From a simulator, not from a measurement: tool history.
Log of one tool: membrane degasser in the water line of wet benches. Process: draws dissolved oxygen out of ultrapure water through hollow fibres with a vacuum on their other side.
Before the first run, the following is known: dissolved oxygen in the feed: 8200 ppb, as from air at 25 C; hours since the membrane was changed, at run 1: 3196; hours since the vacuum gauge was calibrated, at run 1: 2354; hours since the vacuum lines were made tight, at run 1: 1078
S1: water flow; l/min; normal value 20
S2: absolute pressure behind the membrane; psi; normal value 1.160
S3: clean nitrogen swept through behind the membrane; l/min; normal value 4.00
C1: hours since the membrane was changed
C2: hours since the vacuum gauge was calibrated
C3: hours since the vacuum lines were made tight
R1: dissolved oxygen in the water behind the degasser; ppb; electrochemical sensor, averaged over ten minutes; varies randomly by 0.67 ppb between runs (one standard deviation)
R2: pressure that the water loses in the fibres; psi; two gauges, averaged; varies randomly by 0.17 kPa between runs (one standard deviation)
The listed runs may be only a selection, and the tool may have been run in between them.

run 1 day=0.000 | S1=20 S2=1.160 S3=4.00 | C1=3196 C2=2354 C3=1078 | R1=63.5 R2=4.432
run 2 day=4.204 | S1=17 S2=1.160 S3=4.00 | C1=3297 C2=2455 C3=1179 | R1=53.1 R2=3.771
run 3 day=7.325 | S1=17 S2=1.160 S3=4.00 | C1=3372 C2=2530 C3=1254 | R1=53.1 R2=3.806
run 4 day=10.017 | S1=20 S2=1.160 S3=4.00 | C1=3436 C2=2594 C3=1319 | R1=62.4 R2=4.415
run 5 day=15.429 | S1=20 S2=1.160 S3=4.00 | C1=3566 C2=2724 C3=1448 | R1=62.0 R2=4.440
run 6 day=21.221 | S1=20 S2=1.160 S3=4.00 | C1=3705 C2=2863 C3=1587 | R1=63.1 R2=4.435
run 7 day=25.288 | S1=20 S2=1.160 S3=4.00 | C1=3803 C2=2961 C3=1685 | R1=62.0 R2=4.453
run 8 day=28.567 | S1=20 S2=1.160 S3=4.00 | C1=3882 C2=3039 C3=1764 | R1=63.5 R2=4.509
run 9 day=31.546 | S1=20 S2=1.160 S3=4.00 | C1=3953 C2=3111 C3=1835 | R1=63.3 R2=4.538
-- day=33.021 vacuum gauge calibrated
run 10 day=35.471 | S1=20 S2=1.083 S3=4.00 | C1=4047 C2=59 C3=1929 | R1=57.9 R2=4.457
run 11 day=40.762 | S1=20 S2=1.083 S3=4.00 | C1=4174 C2=186 C3=2056 | R1=57.3 R2=4.498
-- day=41.846 vacuum gauge calibrated, once more
run 12 day=43.846 | S1=28 S2=1.160 S3=4.00 | C1=4247 C2=48 C3=2129 | R1=92.5 R2=6.329
run 13 day=47.221 | S1=20 S2=1.160 S3=4.00 | C1=4328 C2=129 C3=2210 | R1=61.7 R2=4.560
run 14 day=50.367 | S1=14 S2=1.160 S3=4.00 | C1=4404 C2=205 C3=2286 | R1=42.5 R2=3.120
run 15 day=56.000 | S1=20 S2=1.137 S3=4.00 | C1=4539 C2=340 C3=2421 | R1=58.5 R2=4.489
run 16 day=61.729 | S1=20 S2=1.160 S3=4.00 | C1=4677 C2=477 C3=2559 | R1=62.3 R2=4.537
run 17 day=66.012 | S1=20 S2=1.160 S3=4.00 | C1=4779 C2=580 C3=2661 | R1=61.9 R2=4.464
run 18 day=70.242 | S1=20 S2=1.160 S3=4.00 | C1=4881 C2=681 C3=2763 | R1=63.1 R2=4.535
run 19 day=75.396 | S1=12 S2=1.160 S3=4.00 | C1=5005 C2=805 C3=2887 | R1=36.9 R2=2.692
run 20 day=81.025 | S1=16 S2=2.221 S3=5.63 | C1=5140 C2=940 C3=3022 | R1=87.8 R2=3.616
run 21 day=83.462 | S1=26 S2=1.160 S3=4.00 | C1=5198 C2=999 C3=3080 | R1=83.1 R2=5.919
run 22 day=88.771 | S1=20 S2=1.160 S3=5.20 | C1=5326 C2=1126 C3=3208 | R1=49.1 R2=4.511
run 23 day=93.242 | S1=20 S2=1.160 S3=5.20 | C1=5433 C2=1233 C3=3315 | R1=49.9 R2=4.519
run 24 day=97.079 | S1=20 S2=2.424 S3=6.84 | C1=5525 C2=1326 C3=3407 | R1=101.7 R2=4.564
run 25 day=100.308 | S1=20 S2=2.424 S3=6.84 | C1=5602 C2=1403 C3=3485 | R1=101.8 R2=4.541
run 26 day=105.379 | S1=32 S2=2.424 S3=1.96 | C1=5724 C2=1525 C3=3606 | R1=491.6 R2=7.303
run 27 day=108.779 | S1=16 S2=1.935 S3=2.21 | C1=5806 C2=1606 C3=3688 | R1=178.6 R2=3.635
run 28 day=111.371 | S1=31 S2=0.891 S3=8.07 | C1=5868 C2=1669 C3=3750 | R1=43.0 R2=7.047
run 29 day=114.383 | S1=14 S2=2.107 S3=8.07 | C1=5940 C2=1741 C3=3822 | R1=49.7 R2=3.207
run 30 day=116.833 | S1=14 S2=2.107 S3=8.07 | C1=5999 C2=1800 C3=3881 | R1=50.6 R2=3.227
run 31 day=120.254 | S1=25 S2=2.509 S3=2.68 | C1=6081 C2=1882 C3=3963 | R1=311.0 R2=5.743

Forecast each of these 4 alternatives for the next run:
run A day=125.692 | S1=12 S2=2.509 S3=2.68 | C1=6212 C2=2012 C3=4094 | R1=? R2=?
run B day=125.692 | S1=25 S2=2.065 S3=8.69 | C1=6212 C2=2012 C3=4094 | R1=? R2=?
run C day=125.692 | S1=20 S2=1.253 S3=10.94 | C1=6212 C2=2012 C3=4094 | R1=? R2=?
run D day=125.692 | S1=16 S2=1.474 S3=9.96 | C1=6212 C2=2012 C3=4094 | R1=? R2=?

run=A R1=154.8 R2=2.741
run=B R1=85.6 R2=5.665
run=C R1=28.6 R2=4.595
run=D R1=29.7 R2=3.659
With no hidden state in the tool, these same runs would have given:
run=A R1=150.1 R2=2.601
run=B R1=81.7 R2=5.372
run=C R1=26.6 R2=4.361
run=D R1=28.2 R2=3.472
